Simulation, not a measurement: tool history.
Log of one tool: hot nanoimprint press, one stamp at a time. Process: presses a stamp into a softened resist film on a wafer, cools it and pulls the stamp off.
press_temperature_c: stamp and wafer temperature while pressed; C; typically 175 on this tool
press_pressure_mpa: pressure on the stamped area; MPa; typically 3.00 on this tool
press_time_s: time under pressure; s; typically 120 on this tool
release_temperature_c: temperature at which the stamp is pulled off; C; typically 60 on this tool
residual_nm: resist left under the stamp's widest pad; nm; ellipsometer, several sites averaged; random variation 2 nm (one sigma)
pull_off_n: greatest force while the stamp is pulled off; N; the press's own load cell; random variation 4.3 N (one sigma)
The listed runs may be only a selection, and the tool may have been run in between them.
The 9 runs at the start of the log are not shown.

| run | day | press_temperature_c | press_pressure_mpa | press_time_s | release_temperature_c | hours of work since the thermocouple was calibrated | imprints on the stamp's release coat | hours of work since the press's seals were changed | residual_nm | pull_off_n |
|---|---|---|---|---|---|---|---|---|---|---|
| 10 | 3.475 | 175 | 3.00 | 120 | 60 | 125 | 415 | 190 | 391.0 | 215 |
| 11 | 3.967 | 175 | 3.00 | 120 | 60 | 134 | 474 | 198 | 392.2 | 209 |
| 12 | 4.238 | 175 | 3.00 | 120 | 60 | 139 | 506 | 203 | 393.2 | 210 |
| 13 | 4.546 | 169 | 3.00 | 120 | 60 | 144 | 543 | 209 | 477.9 | 208 |
| 14 | 5.104 | 175 | 3.00 | 120 | 60 | 154 | 610 | 219 | 394.5 | 210 |
| 15 | 5.612 | 175 | 3.00 | 120 | 60 | 163 | 670 | 228 | 392.4 | 204 |
| 16 | 6.071 | 164 | 3.95 | 147 | 56 | 171 | 725 | 236 | 478.7 | 231 |
| 17 | 6.546 | 164 | 3.95 | 147 | 56 | 180 | 782 | 244 | 480.4 | 227 |
| 18 | 6.896 | 164 | 3.95 | 147 | 56 | 186 | 824 | 251 | 480.9 | 231 |
| 19 | 7.429 | 166 | 3.00 | 120 | 62 | 196 | 888 | 260 | 520.6 | 201 |
| 20 | 7.904 | 166 | 1.98 | 120 | 63 | 204 | 945 | 269 | 581.5 | 199 |
| 21 | 8.321 | 166 | 2.11 | 120 | 63 | 211 | 994 | 276 | 572.0 | 200 |
| 22 | 8.750 | 175 | 3.33 | 120 | 60 | 219 | 1046 | 284 | 376.5 | 210 |
| 23 | 9.304 | 175 | 3.00 | 83 | 47 | 229 | 1112 | 293 | 434.5 | 258 |
| 24 | 9.850 | 175 | 3.00 | 83 | 47 | 239 | 1177 | 303 | 438.0 | 263 |
| 25 | 10.288 | 175 | 1.87 | 83 | 47 | 246 | 1229 | 311 | 517.1 | 256 |
| 26 | 10.675 | 186 | 1.81 | 91 | 53 | 253 | 1276 | 318 | 376.2 | 235 |
|  | 10.996 | stamp cleaned and given a new release coat |
| 27 | 11.433 | 165 | 3.00 | 120 | 61 | 262 | 52 | 327 | 533.4 | 197 |
| 28 | 11.712 | 167 | 3.00 | 112 | 56 | 267 | 86 | 332 | 509.1 | 222 |
| 29 | 12.054 | 167 | 3.00 | 112 | 56 | 273 | 127 | 338 | 510.9 | 223 |
| 30 | 12.308 | 167 | 3.00 | 112 | 56 | 278 | 157 | 343 | 512.9 | 225 |

Alternative continuations, all from the tool just after run 30; predict every row:
| A | 12.846 | 167 | 3.00 | 185 | 56 | 288 | 221 | 352 | ? | ? |
| B | 12.846 | 164 | 3.00 | 112 | 56 | 288 | 221 | 352 | ? | ? |
| C | 12.846 | 175 | 3.00 | 136 | 60 | 288 | 221 | 352 | ? | ? |
| D | 12.846 | 175 | 3.00 | 157 | 54 | 288 | 221 | 352 | ? | ? |

| run | residual_nm | pull_off_n |
|---|---|---|
| A | 454.8 | 225 |
| B | 550.3 | 224 |
| C | 374.9 | 210 |
| D | 360.9 | 233 |
Take away the tool's hidden state, keep each run's random variation, and the runs would have read:
| run | residual_nm | pull_off_n |
|---|---|---|
| A | 455.2 | 225 |
| B | 550.7 | 224 |
| C | 375.2 | 209 |
| D | 361.3 | 233 |
